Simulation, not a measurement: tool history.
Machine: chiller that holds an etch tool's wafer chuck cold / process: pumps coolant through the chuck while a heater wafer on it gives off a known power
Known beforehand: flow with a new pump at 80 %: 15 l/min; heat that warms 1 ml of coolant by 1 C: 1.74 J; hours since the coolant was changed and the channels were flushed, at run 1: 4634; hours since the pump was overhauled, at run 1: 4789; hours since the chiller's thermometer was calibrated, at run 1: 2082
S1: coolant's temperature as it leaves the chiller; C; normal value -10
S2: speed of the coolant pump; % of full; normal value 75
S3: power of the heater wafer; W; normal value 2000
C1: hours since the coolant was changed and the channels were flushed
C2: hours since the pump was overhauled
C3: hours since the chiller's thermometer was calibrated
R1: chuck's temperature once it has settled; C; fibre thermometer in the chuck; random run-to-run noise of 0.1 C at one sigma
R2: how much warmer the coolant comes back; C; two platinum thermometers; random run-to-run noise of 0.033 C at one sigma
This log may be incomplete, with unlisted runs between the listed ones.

run,hour,S1,S2,S3,C1,C2,C3,R1,R2
1,0.0,-10,75,2000,4634,4789,2082,4.5,4.97
2,110.5,-10,75,2000,4745,4899,2192,4.2,4.93
3,192.0,-10,75,1679,4826,4981,2274,2.2,4.12
4,251.4,-10,75,1679,4886,5040,2333,2.0,4.13
5,346.1,-10,75,1679,4980,5135,2428,2.2,4.11
6,438.7,-8,75,2000,5073,5227,2520,6.5,4.89
7,530.7,-8,75,2000,5165,5319,2612,6.4,4.93
8,645.3,-8,75,2000,5279,5434,2727,6.2,4.90
9,746.0,-10,75,2000,5380,5535,2828,4.3,4.92
10,843.4,-4,75,2000,5477,5632,2925,10.4,4.98
11,899.1,-4,75,2000,5533,5688,2981,10.3,4.95
12,1000.3,-4,75,2000,5634,5789,3082,10.6,4.94
13,1066.8,-10,75,2000,5701,5855,3148,4.3,4.89
14,1179.4,-10,75,2000,5814,5968,3261,4.4,4.95
15,1247.7,-10,75,2000,5882,6036,3329,4.5,4.91
16,1327.0,-10,78,2000,5961,6116,3409,3.9,4.79
17,1440.7,-6,78,2000,6075,6229,3522,8.1,4.70
18,1546.0,-17,75,2000,6180,6335,3628,-2.6,4.95
19,1622.0,-17,75,2000,6256,6411,3704,-2.6,4.90
20,1721.1,-12,67,1511,6355,6510,3803,-0.2,4.23
21,1793.4,-12,61,1188,6428,6582,3875,-2.1,3.74
22,1902.6,-17,75,1875,6537,6691,3984,-3.5,4.63
23,1965.1,-1,96,1250,6599,6754,4047,6.4,2.37
24,2064.1,-4,75,1163,6698,6853,4146,4.3,2.82
25,2114.4,-4,92,1227,6749,6903,4196,3.6,2.41
26,2202.0,-4,92,1227,6836,6991,4284,3.5,2.41
27,2301.3,-4,92,1227,6935,7090,4383,3.8,2.41
28,2406.5,-6,100,1454,7041,7195,4488,2.6,2.65
29,2480.6,-12,71,1600,7115,7269,4562,0.2,4.22
30,2560.8,-4,69,2000,7195,7349,4643,11.3,5.36
31,2657.7,-10,82,2127,7292,7446,4739,4.5,4.76

Each row is a separate what-if for the run after 31, all from the same tool condition, not one after another. Results?
A,2739.9,-17,90,1841,7374,7529,4822,?,?
B,2739.9,-4,99,2127,7374,7529,4822,?,?
C,2739.9,-5,60,1274,7374,7529,4822,?,?
D,2739.9,-10,93,2072,7374,7529,4822,?,?

run,R1,R2
A,-5.4,3.76
B,8.7,3.87
C,5.8,4.06
D,3.0,4.04
Without the tool's hidden state the same runs would have given:
run,R1,R2
A,-5.4,3.76
B,8.7,3.87
C,5.8,4.06
D,2.9,4.04

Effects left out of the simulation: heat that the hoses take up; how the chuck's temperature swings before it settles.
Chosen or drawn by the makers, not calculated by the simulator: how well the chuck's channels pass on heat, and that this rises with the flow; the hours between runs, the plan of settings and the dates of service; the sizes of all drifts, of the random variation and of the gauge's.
